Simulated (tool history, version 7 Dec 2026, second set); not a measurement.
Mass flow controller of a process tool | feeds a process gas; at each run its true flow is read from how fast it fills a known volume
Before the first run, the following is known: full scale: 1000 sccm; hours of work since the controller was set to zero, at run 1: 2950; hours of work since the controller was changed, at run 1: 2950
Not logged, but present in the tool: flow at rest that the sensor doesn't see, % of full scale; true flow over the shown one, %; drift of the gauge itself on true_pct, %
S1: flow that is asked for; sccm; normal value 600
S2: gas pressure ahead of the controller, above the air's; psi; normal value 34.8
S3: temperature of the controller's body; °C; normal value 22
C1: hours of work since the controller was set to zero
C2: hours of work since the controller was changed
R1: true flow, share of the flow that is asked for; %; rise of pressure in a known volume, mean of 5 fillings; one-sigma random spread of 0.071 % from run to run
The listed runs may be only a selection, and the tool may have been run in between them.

Run 1, hour 0: usual settings; C1 2950; C2 2950. Result: R1 99.77 %.
Run 2, hour 259.4: usual settings; C1 3118; C2 3118. Result: R1 99.74 %.
Run 3, hour 510.3: usual settings but S1 106 sccm; C1 3280; C2 3280. Result: R1 99.1 %.
Run 4, hour 680.7: usual settings but S1 137 sccm; C1 3391; C2 3391. Result: R1 99.09 %.
Run 5, hour 987.1: usual settings but S1 137 sccm; C1 3589; C2 3589. Result: R1 99.07 %.
Run 6, hour 1201.4: usual settings but S1 137 sccm; C1 3728; C2 3728. Result: R1 98.97 %.
Run 7, hour 1469.7: usual settings but S1 137 sccm; C1 3901; C2 3901. Result: R1 99.09 %.
Run 8, hour 1642: usual settings but S1 146 sccm; C1 4013; C2 4013. Result: R1 99.09 %.
Run 9, hour 1851.7: usual settings but S1 146 sccm; C1 4148; C2 4148. Result: R1 99.02 %.
Run 10, hour 2116.7: usual settings but S1 373 sccm; C1 4320; C2 4320. Result: R1 99.52 %.
Run 11, hour 2390.4: usual settings but S1 373 sccm; C1 4497; C2 4497. Result: R1 99.4 %.
Run 12, hour 2617.9: usual settings but S1 451 sccm; C1 4644; C2 4644. Result: R1 99.49 %.
Run 13, hour 2796.5: usual settings but S1 451 sccm; C1 4759; C2 4759. Result: R1 99.41 %.
Run 14, hour 3012: usual settings but S1 482 sccm, S2 25.2 psi, S3 25 °C; C1 4899; C2 4899. Result: R1 99.3 %.
Run 15, hour 3246.1: usual settings but S1 269 sccm, S3 26 °C; C1 5050; C2 5050. Result: R1 98.91 %.
Run 16, hour 3397.1: usual settings but S1 133 sccm, S3 27 °C; C1 5148; C2 5148. Result: R1 98.58 %.
Run 17, hour 3697.2: usual settings but S1 133 sccm, S3 27 °C; C1 5342; C2 5342. Result: R1 98.68 %.
Run 18, hour 3889: usual settings but S1 933 sccm, S2 37 psi, S3 27 °C; C1 5466; C2 5466. Result: R1 99.89 %.
Run 19, hour 4159.4: usual settings but S1 933 sccm, S2 37 psi, S3 27 °C; C1 5641; C2 5641. Result: R1 99.75 %.
Run 20, hour 4383.7: usual settings but S1 510 sccm; C1 5786; C2 5786. Result: R1 99.54 %.
Run 21, hour 4560.4: usual settings but S1 621 sccm, S2 40 psi, S3 31 °C; C1 5901; C2 5901. Result: R1 99.08 %.
Run 22, hour 4867.9: usual settings but S1 621 sccm, S2 40 psi, S3 31 °C; C1 6100; C2 6100. Result: R1 99.12 %.

Forecast each of these 5 alternatives for the next run:
At hour 4964.6: controller's zero set anew.
Run A, hour 5074.7: usual settings but S2 22 psi; C1 71; C2 6233. Result: R1 ?.
At hour 4964.6: controller's zero set anew.
Run B, hour 5074.7: usual settings but S1 141 sccm, S2 38.3 psi, S3 26 °C; C1 71; C2 6233. Result: R1 ?.
At hour 4964.6: controller's zero set anew.
Run C, hour 5074.7: usual settings but S1 550 sccm, S2 23.4 psi, S3 32 °C; C1 71; C2 6233. Result: R1 ?.
At hour 4964.6: controller's zero set anew.
Run D, hour 5074.7: usual settings but S3 27 °C; C1 71; C2 6233. Result: R1 ?.
At hour 4964.6: controller's zero set anew.
Run E, hour 5074.7: usual settings but S1 621 sccm, S2 40 psi, S3 23 °C; C1 71; C2 6233. Result: R1 ?.

run     R1
  A  99.75
  B   98.8
  C  98.83
  D  99.35
  E   99.7
Without the tool's hidden state the same runs would have given:
run     R1
  A  99.75
  B  98.81
  C  98.83
  D  99.36
  E   99.7
